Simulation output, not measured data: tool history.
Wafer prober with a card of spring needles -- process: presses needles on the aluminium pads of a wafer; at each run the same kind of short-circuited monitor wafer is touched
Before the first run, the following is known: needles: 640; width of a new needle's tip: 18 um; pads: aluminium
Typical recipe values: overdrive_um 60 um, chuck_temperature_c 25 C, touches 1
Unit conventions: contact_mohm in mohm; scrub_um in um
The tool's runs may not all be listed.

run    hour  overdrive_um  chuck_temperature_c  touches  contact_mohm  scrub_um
  1     0.0            60                   25        1           360     12.73
        9.8  -- tips cleaned on abrasive film
       26.0  -- tips cleaned on abrasive film
       42.2  -- tips cleaned on abrasive film
       55.1  -- tips cleaned on abrasive film
  2    57.5            60                   73        1           431     12.68
       70.4  -- tips cleaned on abrasive film
       83.4  -- tips cleaned on abrasive film
       99.6  -- tips cleaned on abrasive film
  3    99.9            60                   73        1           248     12.68
      112.9  -- tips cleaned on abrasive film
      129.1  -- tips cleaned on abrasive film
      142.0  -- tips cleaned on abrasive film
      158.2  -- tips cleaned on abrasive film
  4   159.3            60                   25        1           351     12.56
      172.2  -- tips cleaned on abrasive film
      188.4  -- tips cleaned on abrasive film
      204.6  -- tips cleaned on abrasive film
      220.7  -- tips cleaned on abrasive film
      236.9  -- tips cleaned on abrasive film
  5   237.1            60                   41        1           252     12.40
      250.1  -- tips cleaned on abrasive film
      266.3  -- tips cleaned on abrasive film
      280.7  -- tips cleaned on abrasive film
  6   280.7            60                   41        1           219     12.40
      296.9  -- tips cleaned on abrasive film
      313.0  -- tips cleaned on abrasive film
      329.2  -- tips cleaned on abrasive film
      345.4  -- tips cleaned on abrasive film
  7   351.4            60                   41        1           548     12.28
      361.2  -- tips cleaned on abrasive film
      371.1  -- height of the first contact set anew
      377.7  -- tips cleaned on abrasive film, once more
      393.8  -- tips cleaned on abrasive film
  8   405.5            60                   41        1           605     12.80
      408.8  -- tips cleaned on abrasive film
      421.8  -- tips cleaned on abrasive film
      438.0  -- tips cleaned on abrasive film
      454.2  -- tips cleaned on abrasive film
  9   459.0            60                   41        1           507     12.75
      468.8  -- tips cleaned on abrasive film
      485.0  -- tips cleaned on abrasive film
      501.1  -- tips cleaned on abrasive film
      514.1  -- tips cleaned on abrasive film
 10   521.3            60                   41        1           566     12.74
      527.8  -- tips cleaned on abrasive film
      544.0  -- tips cleaned on abrasive film
      556.9  -- tips cleaned on abrasive film
      571.2  -- tips cleaned on abrasive film
 11   571.2            60                   36        1           222     12.57
      587.4  -- tips cleaned on abrasive film
      600.3  -- tips cleaned on abrasive film
      616.5  -- tips cleaned on abrasive film
      632.7  -- tips cleaned on abrasive film
      648.8  -- tips cleaned on abrasive film
 12   658.7            60                   36        1           627     12.53
      662.1  -- tips cleaned on abrasive film
      675.0  -- tips cleaned on abrasive film
      691.2  -- tips cleaned on abrasive film
      704.2  -- tips cleaned on abrasive film
      719.9  -- tips cleaned on abrasive film
 13   719.9            60                   36        1           224     12.42
      736.1  -- tips cleaned on abrasive film
      752.2  -- tips cleaned on abrasive film
      765.2  -- tips cleaned on abrasive film
      781.4  -- tips cleaned on abrasive film
      794.3  -- tips cleaned on abrasive film
 14   800.9            60                   36        1           606     12.29
      807.5  -- tips cleaned on abrasive film
      823.6  -- tips cleaned on abrasive film
      827.1  -- height of the first contact set anew
      840.1  -- tips cleaned on abrasive film
      856.3  -- tips cleaned on abrasive film
      869.2  -- tips cleaned on abrasive film
 15   872.8            60                   42        3           293     12.80
      882.6  -- tips cleaned on abrasive film
      898.8  -- tips cleaned on abrasive film
      914.9  -- tips cleaned on abrasive film
      931.1  -- tips cleaned on abrasive film
 16   943.5            70                   35        3           305     14.91
      946.8  -- tips cleaned on abrasive film
      959.8  -- tips cleaned on abrasive film
      976.0  -- tips cleaned on abrasive film
      992.2  -- tips cleaned on abrasive film
     1005.1  -- tips cleaned on abrasive film
     1018.8  -- tips cleaned on abrasive film
 17  1018.8            48                   25        1           268     10.06
     1034.9  -- tips cleaned on abrasive film
     1047.9  -- tips cleaned on abrasive film
     1064.1  -- tips cleaned on abrasive film
     1077.0  -- tips cleaned on abrasive film
     1092.3  -- tips cleaned on abrasive film
 18  1092.3            43                   96        1           272      8.88
     1108.5  -- tips cleaned on abrasive film
     1124.6  -- tips cleaned on abrasive film
     1140.8  -- tips cleaned on abrasive film
     1157.0  -- tips cleaned on abrasive film
 19  1167.8            42                   44        1          1242      8.60
     1171.1  -- tips cleaned on abrasive film
     1184.0  -- tips cleaned on abrasive film
     1200.2  -- tips cleaned on abrasive film
     1216.4  -- tips cleaned on abrasive film
     1230.6  -- tips cleaned on abrasive film
 20  1230.6            60                   68        2           219     12.37
     1246.8  -- tips cleaned on abrasive film
     1262.9  -- tips cleaned on abrasive film
     1279.1  -- tips cleaned on abrasive film
     1282.6  -- height of the first contact set anew
     1292.6  -- tips cleaned on abrasive film
 21  1292.6            60                   68        2           209     12.83
     1305.5  -- tips cleaned on abrasive film
     1321.7  -- tips cleaned on abrasive film
     1337.9  -- tips cleaned on abrasive film
 22  1342.8            64                   64        2           386     13.60
     1352.6  -- tips cleaned on abrasive film
     1368.7  -- tips cleaned on abrasive film
     1384.9  -- tips cleaned on abrasive film
     1397.9  -- tips cleaned on abrasive film
     1414.0  -- tips cleaned on abrasive film
 23  1422.7            41                   62        1          1134      8.60
     1429.3  -- tips cleaned on abrasive film
     1442.2  -- tips cleaned on abrasive film
     1458.4  -- tips cleaned on abrasive film
     1474.6  -- tips cleaned on abrasive film
     1487.5  -- tips cleaned on abrasive film
 24  1493.9            41                   62        1          1155      8.51
     1503.6  -- tips cleaned on abrasive film
     1516.6  -- tips cleaned on abrasive film
     1532.7  -- tips cleaned on abrasive film
     1548.9  -- tips cleaned on abrasive film
     1565.1  -- tips cleaned on abrasive film
 25  1568.2            43                   49        1           862      8.81

Selected run-to-run steps in contact_mohm, each split into two signed amounts: the part the tool would show with no hidden state at all (from settings, incoming material and random variation), and the remainder, which goes to the hidden state together with any gauge scatter not common to the measured and the hidden-state-free results:
Hidden state at play: debris on the tips, nm; way that the needles fall short of the set height, um; tips' diameter, um; drift of the gauge itself on contact_mohm, %; drift of the gauge itself on scrub_um, %.
Run 18 -> 19: overdrive_um 43 -> 42, chuck_temperature_c 96 -> 44, tips cleaned on abrasive film, tips cleaned on abrasive film, tips cleaned on abrasive film, tips cleaned on abrasive film. contact_mohm +970 mohm: hidden state +978, all else -8.
Run 19 -> 20: overdrive_um 42 -> 60, chuck_temperature_c 44 -> 68, touches 1 -> 2, tips cleaned on abrasive film, tips cleaned on abrasive film, tips cleaned on abrasive film, tips cleaned on abrasive film, tips cleaned on abrasive film. contact_mohm -1023 mohm: hidden state -1016, all else -7.
